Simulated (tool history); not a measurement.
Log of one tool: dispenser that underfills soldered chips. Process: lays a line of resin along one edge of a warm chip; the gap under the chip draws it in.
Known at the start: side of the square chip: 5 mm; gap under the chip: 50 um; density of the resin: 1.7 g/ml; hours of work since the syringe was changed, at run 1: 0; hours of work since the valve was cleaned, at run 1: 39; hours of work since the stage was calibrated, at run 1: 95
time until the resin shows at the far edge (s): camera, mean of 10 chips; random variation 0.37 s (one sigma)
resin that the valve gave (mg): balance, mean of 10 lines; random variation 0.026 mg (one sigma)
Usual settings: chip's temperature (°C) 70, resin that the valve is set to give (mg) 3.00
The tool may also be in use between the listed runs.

run    day  chip's temperature (°C)  resin that the valve is set to give (mg)  hours of work since the syringe was changed  hours of work since the valve was cleaned  hours of work since the stage was calibrated  time until the resin shows at the far edge (s)  resin that the valve gave (mg)
  1  0.000                       70                                      3.00                                            0                                         39                                            95                                            21.1                            2.89
  2  0.175                       64                                      3.00                                            3                                         41                                            98                                            33.8                            2.88
  3  0.308                       70                                      3.00                                            5                                         43                                           100                                            32.9                            2.88
     0.462  -- new syringe of resin
  4  0.471                       70                                      3.00                                            0                                         46                                           102                                            22.2                            2.90
  5  0.604                       70                                      2.92                                            2                                         48                                           104                                            26.4                            2.78
  6  0.771                       70                                      3.10                                            5                                         51                                           107                                            32.2                            2.96
     0.904  -- dispensing valve cleaned and set on the balance
  7  0.921                       70                                      3.10                                            7                                          0                                           109                                            36.7                            3.10
     0.967  -- new syringe of resin
  8  1.088                       70                                      3.10                                            2                                          3                                           111                                            25.9                            3.07
  9  1.300                       72                                      3.60                                            5                                          6                                           115                                            30.6                            3.58
     1.425  -- new syringe of resin
 10  1.521                       70                                      3.18                                            2                                         10                                           118                                            24.6                            3.11
 11  1.629                       61                                      2.55                                            3                                         11                                           120                                            38.4                            2.56
 12  1.850                       70                                      2.79                                            7                                         15                                           123                                            38.2                            2.76
     1.883  -- new syringe of resin
 13  1.971                       55                                      3.00                                            1                                         17                                           125                                            41.2                            2.93
 14  2.142                       55                                      3.00                                            4                                         19                                           128                                            50.6                            2.92
 15  2.317                       59                                      3.38                                            7                                         22                                           131                                            55.1                            3.28
     2.346  -- new syringe of resin
 16  2.421                       71                                      2.64                                            1                                         24                                           132                                            24.1                            2.53

4 ways to go on from here, each from the tool as it stands after run 16. What would each give?
  A  2.612                       66                                      3.35                                            4                                         27                                           135                                               ?                               ?
  B  2.612                       66                                      3.00                                            4                                         27                                           135                                               ?                               ?
  C  2.612                       80                                      3.06                                            4                                         27                                           135                                               ?                               ?
  D  2.612                       70                                      3.67                                            4                                         27                                           135                                               ?                               ?

run  time until the resin shows at the far edge (s)  resin that the valve gave (mg)
  A                                            33.9                            3.24
  B                                            34.8                            2.93
  C                                            21.3                            3.02
  D                                            30.1                            3.59
Without the tool's hidden state the same runs would have given:
run  time until the resin shows at the far edge (s)  resin that the valve gave (mg)
  A                                            24.3                            3.34
  B                                            25.0                            3.02
  C                                            15.1                            3.10
  D                                            21.8                            3.69
